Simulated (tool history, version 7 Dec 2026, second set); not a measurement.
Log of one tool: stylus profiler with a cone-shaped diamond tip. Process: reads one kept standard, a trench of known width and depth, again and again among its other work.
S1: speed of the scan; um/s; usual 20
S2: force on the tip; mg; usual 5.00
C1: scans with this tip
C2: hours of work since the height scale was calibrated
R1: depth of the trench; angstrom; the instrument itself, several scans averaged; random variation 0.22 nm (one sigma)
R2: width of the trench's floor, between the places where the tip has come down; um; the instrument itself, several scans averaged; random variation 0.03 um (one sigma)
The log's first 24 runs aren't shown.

run,day,S1,S2,C1,C2,R1,R2
25,31.546,7,9.95,3105,567,10437.0,22.89
26,33.279,12,4.60,3234,591,10266.1,22.78
27,34.512,72,9.82,3327,608,10430.0,22.73
28,35.462,8,1.76,3398,621,10148.7,22.78
29,37.354,6,6.40,3540,647,10329.8,22.71
30,38.617,6,6.40,3635,664,10330.6,22.68
31,40.221,63,13.57,3755,686,10534.1,22.53
32,41.646,24,5.00,3862,706,10284.8,22.53
33,43.042,73,13.27,3966,725,10527.0,22.53
34,44.796,11,12.63,4098,749,10510.1,22.53
35,46.721,11,2.97,4242,775,10208.0,22.50
36,48.667,11,2.97,4388,802,10206.6,22.44
37,49.704,16,3.17,4465,816,10212.3,22.41
38,51.500,46,4.70,4600,841,10276.6,22.28
39,53.433,46,4.70,4745,867,10274.0,22.24
40,54.421,38,12.74,4818,881,10516.6,22.25
41,55.588,18,5.00,4906,897,10289.5,22.24
42,57.042,18,5.00,5015,917,10288.9,22.21
43,58.150,18,5.00,5098,932,10286.8,22.17
44,60.025,6,2.65,5239,957,10198.5,22.16
45,61.704,34,9.60,5364,980,10431.8,22.06
46,62.588,44,14.74,5430,992,10570.0,22.05

Forecast each of these 5 alternatives for the next run:
A,64.442,53,4.60,5569,1018,?,?
B,64.442,41,12.17,5569,1018,?,?
C,64.442,27,6.82,5569,1018,?,?
D,64.442,20,10.55,5569,1018,?,?
E,64.442,47,4.80,5569,1018,?,?

run,R1,R2
A,10274.1,21.92
B,10506.6,22.02
C,10350.1,21.95
D,10461.4,22.02
E,10281.0,21.96
Without the tool's hidden state the same runs would have given:
run,R1,R2
A,10249.4,23.87
B,10481.4,23.97
C,10325.2,23.90
D,10436.3,23.97
E,10256.2,23.91
